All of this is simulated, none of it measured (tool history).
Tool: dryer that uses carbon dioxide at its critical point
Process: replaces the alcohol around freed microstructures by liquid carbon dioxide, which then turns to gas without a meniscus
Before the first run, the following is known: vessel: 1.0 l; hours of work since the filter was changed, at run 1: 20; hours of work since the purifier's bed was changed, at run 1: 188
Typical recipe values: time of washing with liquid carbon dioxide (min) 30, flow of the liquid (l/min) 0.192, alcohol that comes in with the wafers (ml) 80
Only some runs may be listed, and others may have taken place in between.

run	hour	time of washing with liquid carbon dioxide (min)	flow of the liquid (l/min)	alcohol that comes in with the wafers (ml)	hours of work since the filter was changed	hours of work since the purifier's bed was changed	alcohol left in the vessel before it's heated (ppm by volume)
1	0	30	0.192	80	20	188	963
2	19.1	30	0.192	80	28	196	967
3	32.9	30	0.192	80	34	201	1025
4	51.8	30	0.192	80	41	209	1015
5	80.1	30	0.192	80	53	221	1062
6	103.3	30	0.192	80	62	230	1084
7	128.7	20	0.192	80	73	240	4422
8	148.1	27	0.16	21	81	248	937
9	165.5	30	0.178	80	88	255	1519
10	181.7	30	0.178	80	94	262	1566
11	200.5	30	0.178	23	102	270	557
12	224	31	0.136	80	112	279	3647
13	252.7	31	0.136	80	123	291	3648
14	268.9	23	0.263	80	130	298	1030

4 options for the next run, each taken on its own from the tool as it stands now. Forecast them:
A	291.4	23	0.141	20	139	307	?
B	291.4	30	0.263	80	139	307	?
C	291.4	36	0.263	26	139	307	?
D	291.4	29	0.122	71	139	307	?

run	alcohol left in the vessel before it's heated (ppm by volume)
A	1991
B	408
C	200
D	5383
The same runs, with their run-to-run variation unchanged, on a tool lacking any hidden condition would have given:
run	alcohol left in the vessel before it's heated (ppm by volume)
A	1535
B	160
C	23
D	4315

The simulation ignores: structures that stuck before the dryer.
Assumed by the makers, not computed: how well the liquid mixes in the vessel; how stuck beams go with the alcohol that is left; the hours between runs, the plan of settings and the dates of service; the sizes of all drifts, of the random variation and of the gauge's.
